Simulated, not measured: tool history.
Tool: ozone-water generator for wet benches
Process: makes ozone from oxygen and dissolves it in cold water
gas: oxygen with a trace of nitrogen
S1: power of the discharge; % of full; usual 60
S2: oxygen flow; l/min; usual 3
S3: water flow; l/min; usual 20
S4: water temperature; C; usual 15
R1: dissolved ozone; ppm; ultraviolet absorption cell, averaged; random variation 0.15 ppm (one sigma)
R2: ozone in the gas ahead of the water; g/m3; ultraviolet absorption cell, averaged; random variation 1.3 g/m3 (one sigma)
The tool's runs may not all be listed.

run   hour  S1    S2  S3  S4    R1     R2
  1      0  60     3  20  15    19  244.5
  2   39.7  60     3  20  15  19.2  244.8
  3   77.3  68     3  20  15  21.3  271.8
  4  123.8  60     3  20   9  20.1    245
  5  168.1  60   1.6  20   9  17.4    346
  6  215.5  60   1.6  20   9  17.3  348.5
  7  257.7  60     3  20  15    19  242.2
  8  290.3  60     3  20  15    19  242.6
  9  311.9  60     3  20  15  19.1  243.4
 10  360.1  60     3  20  15  18.8    245
 11  404.2  60     3  20  16  18.7  242.6
 12  437.4  60     3  20  16  18.8  242.5
 13  475.1  60  4.73  20  15  19.6  189.3
 14  501.1  60  4.73  20  15  19.4  186.4
 15  523.2  60  4.21  20  15  19.3    202
 16    550  60  4.21  20  15  19.2  198.6
 17  582.6  60  4.21  20  15  19.3  198.1
 18  614.1  81  4.21  20  19    23  248.9
 19  656.5  60     3  17  15  21.5  240.6
 20  681.8  56  3.36  28  21  12.6  216.1

The next listed run, before its measurement:
 21  718.1  60  1.9  20  12   ?   ?

Run 21 gave R1 17.5 ppm, R2 314.2 g/m3.
Without the tool's hidden state the same run would have given R1 18.3 ppm, R2 319.1 g/m3.
